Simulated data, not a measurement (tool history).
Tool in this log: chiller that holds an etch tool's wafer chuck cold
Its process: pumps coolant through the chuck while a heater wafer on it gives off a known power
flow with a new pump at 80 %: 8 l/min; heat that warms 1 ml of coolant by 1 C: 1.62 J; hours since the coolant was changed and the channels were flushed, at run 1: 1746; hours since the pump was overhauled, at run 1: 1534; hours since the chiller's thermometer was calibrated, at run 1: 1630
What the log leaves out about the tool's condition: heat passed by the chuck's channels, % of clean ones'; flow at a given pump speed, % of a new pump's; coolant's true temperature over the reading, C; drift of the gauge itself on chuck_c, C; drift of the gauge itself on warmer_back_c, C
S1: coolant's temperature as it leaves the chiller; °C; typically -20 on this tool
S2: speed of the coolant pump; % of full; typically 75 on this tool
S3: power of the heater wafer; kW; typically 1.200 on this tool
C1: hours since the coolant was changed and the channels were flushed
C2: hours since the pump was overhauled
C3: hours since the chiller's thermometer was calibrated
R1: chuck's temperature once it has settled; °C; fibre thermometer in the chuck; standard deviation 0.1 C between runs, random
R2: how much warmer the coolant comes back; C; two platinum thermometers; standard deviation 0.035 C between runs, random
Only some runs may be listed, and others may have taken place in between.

{"run": 1, "hour": 0.0, "S1": -20, "S2": 75, "S3": 1.2, "C1": 1746, "C2": 1534, "C3": 1630, "R1": -8.8, "R2": 5.99}
{"run": 2, "hour": 82.4, "S1": -20, "S2": 75, "S3": 1.2, "C1": 1828, "C2": 1617, "C3": 1712, "R1": -9.0, "R2": 5.99}
{"run": 3, "hour": 126.6, "S1": -20, "S2": 75, "S3": 1.701, "C1": 1872, "C2": 1661, "C3": 1757, "R1": -4.4, "R2": 8.49}
{"run": 4, "hour": 178.3, "S1": -20, "S2": 75, "S3": 1.701, "C1": 1924, "C2": 1713, "C3": 1808, "R1": -4.3, "R2": 8.53}
{"run": 5, "hour": 248.9, "S1": -20, "S2": 75, "S3": 1.2, "C1": 1995, "C2": 1783, "C3": 1879, "R1": -8.9, "R2": 5.99}
{"run": 6, "hour": 322.3, "S1": -20, "S2": 75, "S3": 1.2, "C1": 2068, "C2": 1857, "C3": 1952, "R1": -8.6, "R2": 6.02}
{"run": 7, "hour": 362.0, "S1": -11, "S2": 75, "S3": 1.2, "C1": 2108, "C2": 1896, "C3": 1992, "R1": 0.0, "R2": 5.94}
{"run": 8, "hour": 413.4, "S1": -20, "S2": 75, "S3": 1.2, "C1": 2159, "C2": 1948, "C3": 2043, "R1": -8.7, "R2": 6.0}
{"run": 9, "hour": 462.0, "S1": -15, "S2": 75, "S3": 1.2, "C1": 2208, "C2": 1996, "C3": 2092, "R1": -3.6, "R2": 5.98}
{"run": 10, "hour": 523.9, "S1": -20, "S2": 75, "S3": 1.2, "C1": 2269, "C2": 2058, "C3": 2154, "R1": -8.7, "R2": 5.98}
{"run": 11, "hour": 608.8, "S1": -20, "S2": 75, "S3": 1.2, "C1": 2354, "C2": 2143, "C3": 2239, "R1": -8.7, "R2": 6.03}
{"run": 12, "hour": 681.0, "S1": -20, "S2": 75, "S3": 1.2, "C1": 2427, "C2": 2215, "C3": 2311, "R1": -8.7, "R2": 5.99}
{"run": 13, "hour": 753.1, "S1": -20, "S2": 87, "S3": 1.2, "C1": 2499, "C2": 2288, "C3": 2383, "R1": -9.7, "R2": 5.19}
{"run": 14, "hour": 837.5, "S1": -20, "S2": 87, "S3": 1.2, "C1": 2583, "C2": 2372, "C3": 2467, "R1": -9.9, "R2": 5.21}
{"run": 15, "hour": 905.3, "S1": -20, "S2": 75, "S3": 1.2, "C1": 2651, "C2": 2440, "C3": 2535, "R1": -8.4, "R2": 6.02}
{"run": 16, "hour": 952.0, "S1": -20, "S2": 75, "S3": 1.735, "C1": 2698, "C2": 2486, "C3": 2582, "R1": -3.6, "R2": 8.73}
{"run": 17, "hour": 1004.1, "S1": -20, "S2": 75, "S3": 1.735, "C1": 2750, "C2": 2539, "C3": 2634, "R1": -3.5, "R2": 8.75}
{"run": 18, "hour": 1088.6, "S1": -28, "S2": 75, "S3": 0.88, "C1": 2834, "C2": 2623, "C3": 2719, "R1": -19.3, "R2": 4.5}
{"run": 19, "hour": 1155.6, "S1": -30, "S2": 75, "S3": 1.2, "C1": 2901, "C2": 2690, "C3": 2786, "R1": -18.4, "R2": 6.05}
{"run": 20, "hour": 1196.8, "S1": -30, "S2": 75, "S3": 1.2, "C1": 2942, "C2": 2731, "C3": 2827, "R1": -18.3, "R2": 6.11}
{"run": 21, "hour": 1236.7, "S1": -20, "S2": 87, "S3": 0.706, "C1": 2982, "C2": 2771, "C3": 2867, "R1": -13.7, "R2": 3.1}
{"run": 22, "hour": 1296.5, "S1": -20, "S2": 87, "S3": 0.706, "C1": 3042, "C2": 2831, "C3": 2926, "R1": -13.6, "R2": 3.04}
{"run": 23, "hour": 1383.0, "S1": -20, "S2": 87, "S3": 0.706, "C1": 3129, "C2": 2917, "C3": 3013, "R1": -13.6, "R2": 3.08}
{"run": 24, "hour": 1450.7, "S1": -20, "S2": 87, "S3": 0.706, "C1": 3196, "C2": 2985, "C3": 3081, "R1": -13.5, "R2": 3.07}
{"run": 25, "hour": 1523.8, "S1": -29, "S2": 84, "S3": 0.739, "C1": 3269, "C2": 3058, "C3": 3154, "R1": -22.3, "R2": 3.33}
{"run": 26, "hour": 1559.4, "S1": -27, "S2": 91, "S3": 0.739, "C1": 3305, "C2": 3094, "C3": 3189, "R1": -20.5, "R2": 3.05}
{"run": 27, "hour": 1621.7, "S1": -15, "S2": 61, "S3": 1.2, "C1": 3367, "C2": 3156, "C3": 3252, "R1": -1.2, "R2": 7.45}
{"run": 28, "hour": 1673.8, "S1": -15, "S2": 61, "S3": 1.077, "C1": 3419, "C2": 3208, "C3": 3304, "R1": -2.3, "R2": 6.75}
{"run": 29, "hour": 1712.4, "S1": -10, "S2": 91, "S3": 1.173, "C1": 3458, "C2": 3247, "C3": 3342, "R1": -0.1, "R2": 4.98}
{"run": 30, "hour": 1785.6, "S1": -17, "S2": 91, "S3": 1.173, "C1": 3531, "C2": 3320, "C3": 3415, "R1": -6.9, "R2": 4.93}
{"run": 31, "hour": 1834.4, "S1": -20, "S2": 97, "S3": 1.622, "C1": 3580, "C2": 3369, "C3": 3464, "R1": -7.1, "R2": 6.4}

Predict each of these 5 candidate next runs independently; none follows another, all start after run 31:
{"run": "A", "hour": 1872.5, "S1": -11, "S2": 78, "S3": 0.634, "C1": 3618, "C2": 3407, "C3": 3502, "R1": "?", "R2": "?"}
{"run": "B", "hour": 1872.5, "S1": -21, "S2": 72, "S3": 1.054, "C1": 3618, "C2": 3407, "C3": 3502, "R1": "?", "R2": "?"}
{"run": "C", "hour": 1872.5, "S1": -20, "S2": 87, "S3": 1.2, "C1": 3618, "C2": 3407, "C3": 3502, "R1": "?", "R2": "?"}
{"run": "D", "hour": 1872.5, "S1": -12, "S2": 82, "S3": 0.969, "C1": 3618, "C2": 3407, "C3": 3502, "R1": "?", "R2": "?"}
{"run": "E", "hour": 1872.5, "S1": -20, "S2": 75, "S3": 1.005, "C1": 3618, "C2": 3407, "C3": 3502, "R1": "?", "R2": "?"}

run=A R1=-4.5 R2=3.09
run=B R1=-10.1 R2=5.58
run=C R1=-9.4 R2=5.23
run=D R1=-2.8 R2=4.53
run=E R1=-9.9 R2=5.10
Stripped of hidden state, with their random variation kept, the same runs would have yielded:
run=A R1=-5.7 R2=3.00
run=B R1=-11.6 R2=5.42
run=C R1=-10.8 R2=5.08
run=D R1=-4.2 R2=4.40
run=E R1=-11.3 R2=4.95
